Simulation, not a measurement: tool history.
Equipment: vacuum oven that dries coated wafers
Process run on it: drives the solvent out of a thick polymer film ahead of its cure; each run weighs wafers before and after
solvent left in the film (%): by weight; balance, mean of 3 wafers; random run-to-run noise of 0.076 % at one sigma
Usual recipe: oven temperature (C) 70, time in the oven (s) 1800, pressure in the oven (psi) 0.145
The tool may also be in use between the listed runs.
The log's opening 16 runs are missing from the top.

run	hour	oven temperature (C)	time in the oven (s)	pressure in the oven (psi)	hours of work since the thermocouples were calibrated	hours of work since the vacuum gauge was cleaned of residue	solvent left in the film (%)
17	613.5	70	1800	0.145	1182	684	6.43
18	637.4	70	1800	0.145	1199	701	6.23
19	681.6	70	1800	0.145	1232	734	6.24
20	704.5	70	1800	0.145	1248	750	6.31
21	741.3	70	1800	0.145	1275	777	6.21
# hour 784.7: oven's thermocouples calibrated
22	797.6	70	1800	0.145	9	817	6.35
23	832.1	83	1800	0.145	35	842	2.18
24	873.6	83	1680	0.138	65	873	2.35
25	895.7	81	2040	0.173	81	889	2.22
26	927.6	70	3120	0.145	105	912	3.15
27	968.9	70	3120	0.145	135	942	3.31
28	1001.7	65	1440	0.376	159	966	10.9
29	1025.9	65	1500	0.376	176	984	10.21
# hour 1053: oven's thermocouples calibrated, once more
30	1053.9	65	1500	0.376	1	1003	9.77
31	1086.6	67	1500	0.112	25	1027	8.36
32	1116.6	59	1800	0.145	47	1049	10.54

For run 33, what comes out?
33	1161.4	58	1800	0.315	79	1082	?

{"run 33": {"solvent left in the film (%)": 11.69}}
Had the tool carried no hidden state, the very same run would have given solvent left in the film (%) 11.41.
